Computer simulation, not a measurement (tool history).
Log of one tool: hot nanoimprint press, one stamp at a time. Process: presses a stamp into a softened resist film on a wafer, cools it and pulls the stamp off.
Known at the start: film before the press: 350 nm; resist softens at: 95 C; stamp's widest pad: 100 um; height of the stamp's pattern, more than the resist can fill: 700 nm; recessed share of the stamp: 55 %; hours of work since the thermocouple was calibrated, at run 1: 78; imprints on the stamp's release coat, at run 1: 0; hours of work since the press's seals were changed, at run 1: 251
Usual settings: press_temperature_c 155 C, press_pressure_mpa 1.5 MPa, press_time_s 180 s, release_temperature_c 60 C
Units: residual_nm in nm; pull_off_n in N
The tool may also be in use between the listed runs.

run,hour,press_temperature_c,press_pressure_mpa,press_time_s,release_temperature_c,hours of work since the thermocouple was calibrated,imprints on the stamp's release coat,hours of work since the press's seals were changed,residual_nm,pull_off_n
1,0,155,1.5,180,60,78,0,251,137.4,170
2,57.5,155,1.5,180,60,108,136,280,137,169
3,109.5,155,1.5,180,60,134,258,307,136.3,173
4,157.1,155,1.5,268,60,158,371,331,116.8,169
5,186.6,155,1.38,180,60,173,441,346,142.4,169
6,217.3,155,1.38,180,60,189,513,362,142.1,168
7,244,155,1.51,180,60,202,576,375,135,168
8,285.3,155,1.51,180,60,223,674,396,135.7,168
9,318.3,155,1.5,180,60,240,752,413,135.9,173
10,362.2,155,0.92,180,60,262,855,435,173.5,170
11,387.4,155,1.41,180,60,275,915,448,140.3,171
# hour 433.4: stamp cleaned and given a new release coat
12,433.5,155,1.5,180,60,296,0,468,136.2,173
13,488.5,155,1.5,180,60,323,130,496,135.3,174
14,538.7,155,1.5,180,60,349,249,522,135,168
15,593.7,155,1.5,180,60,377,379,550,134.6,167
16,630.7,155,1.5,132,46,396,466,568,150.6,205
17,668.9,155,1.5,122,60,415,556,588,155.6,164
# hour 689.9: plate thermocouple calibrated
18,724.2,155,1.86,180,60,17,680,614,121.3,165
19,770.7,155,1.68,262,67,41,790,638,110.3,148
20,800.9,155,1.68,262,59,56,861,653,109.8,173
21,831.7,155,1.68,184,59,72,933,669,126.1,176
# hour 867.4: stamp cleaned and given a new release coat
# hour 875.4: press's hydraulic seals changed and the load cell set to zero
22,887.4,155,1.68,184,59,93,28,6,125.7,173
23,944.4,155,1.68,184,59,122,163,35,125.2,172
24,1001.2,155,1.9,151,47,151,297,64,127.4,198
25,1046,155,1.9,151,47,174,403,87,126.8,205
26,1072.5,155,1.88,125,50,187,465,100,136.6,199
27,1117.9,154,1.88,153,50,210,572,123,131.3,200
28,1154.5,161,1.88,153,55,229,659,142,98.2,182
29,1185.3,155,1.92,294,52,244,732,157,96.8,193

The same runs without the tool's hidden state, with the same run-to-run variation:
The hidden state here: true temperature over the reading, C; pressure that arrives at the usual setting, %; grip of the stamp's worn release coat, % over a new coat's; drift of the gauge itself on residual_nm, %; drift of the gauge itself on pull_off_n, %.
run,residual_nm
1,137.4
2,137.2
3,136.6
4,117.2
5,142.9
6,142.7
7,135.7
8,136.5
9,136.8
10,174.8
11,141.4
12,137.4
13,136.7
14,136.5
15,136.2
16,152.5
17,157.7
18,122.9
19,111.8
20,111.4
21,128.1
22,127.8
23,127.4
24,129.9
25,129.4
26,139.4
27,134.1
28,100.4
29,99.1
pull_off_n: within 1 N of the measured result in every run.

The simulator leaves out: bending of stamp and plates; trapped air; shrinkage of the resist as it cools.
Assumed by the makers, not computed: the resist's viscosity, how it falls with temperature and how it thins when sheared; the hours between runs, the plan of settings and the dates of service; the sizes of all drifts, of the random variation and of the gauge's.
